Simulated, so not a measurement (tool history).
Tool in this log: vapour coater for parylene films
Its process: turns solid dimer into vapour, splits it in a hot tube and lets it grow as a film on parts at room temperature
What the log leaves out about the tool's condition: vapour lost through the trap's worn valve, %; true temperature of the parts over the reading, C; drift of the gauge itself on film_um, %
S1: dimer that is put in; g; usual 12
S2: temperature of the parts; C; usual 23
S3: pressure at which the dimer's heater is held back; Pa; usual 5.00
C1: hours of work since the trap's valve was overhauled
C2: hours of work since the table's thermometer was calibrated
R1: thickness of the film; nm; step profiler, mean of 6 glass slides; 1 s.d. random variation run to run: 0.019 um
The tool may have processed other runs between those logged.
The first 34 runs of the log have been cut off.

run 35 hour=1366.7 | S1=12 S2=24 S3=5.00 | C1=304 C2=1320 | R1=1900
run 36 hour=1398.5 | S1=6 S2=18 S3=2.53 | C1=321 C2=1336 | R1=1190
run 37 hour=1451.1 | S1=7 S2=22 S3=11.47 | C1=348 C2=1363 | R1=1050
run 38 hour=1479.1 | S1=8 S2=35 S3=11.05 | C1=362 C2=1378 | R1=890
run 39 hour=1509.3 | S1=8 S2=19 S3=7.65 | C1=377 C2=1393 | R1=1340
run 40 hour=1546.1 | S1=21 S2=19 S3=7.65 | C1=396 C2=1412 | R1=3590
run 41 hour=1592.4 | S1=10 S2=16 S3=3.39 | C1=420 C2=1436 | R1=2030
run 42 hour=1648.2 | S1=10 S2=23 S3=3.39 | C1=449 C2=1464 | R1=1730
run 43 hour=1682.0 | S1=10 S2=31 S3=11.64 | C1=466 C2=1481 | R1=1260
run 44 hour=1738.8 | S1=10 S2=31 S3=11.64 | C1=495 C2=1510 | R1=1260
run 45 hour=1787.8 | S1=7 S2=26 S3=2.08 | C1=520 C2=1536 | R1=1230
run 46 hour=1832.5 | S1=7 S2=26 S3=2.08 | C1=543 C2=1558 | R1=1220
run 47 hour=1870.5 | S1=7 S2=26 S3=2.56 | C1=562 C2=1578 | R1=1170

Consider 3 possible next runs. They are alternatives, not a sequence: every one starts from the tool as it was left by run 47. What does each give?
run A hour=1907.6 | S1=10 S2=27 S3=5.09 | C1=581 C2=1597 | R1=?
run B hour=1907.6 | S1=20 S2=19 S3=9.47 | C1=581 C2=1597 | R1=?
run C hour=1907.6 | S1=17 S2=23 S3=5.00 | C1=581 C2=1597 | R1=?

run=A R1=1500
run=B R1=3340
run=C R1=2800
Without the tool's hidden state the same runs would have given:
run=A R1=1500
run=B R1=3350
run=C R1=2810
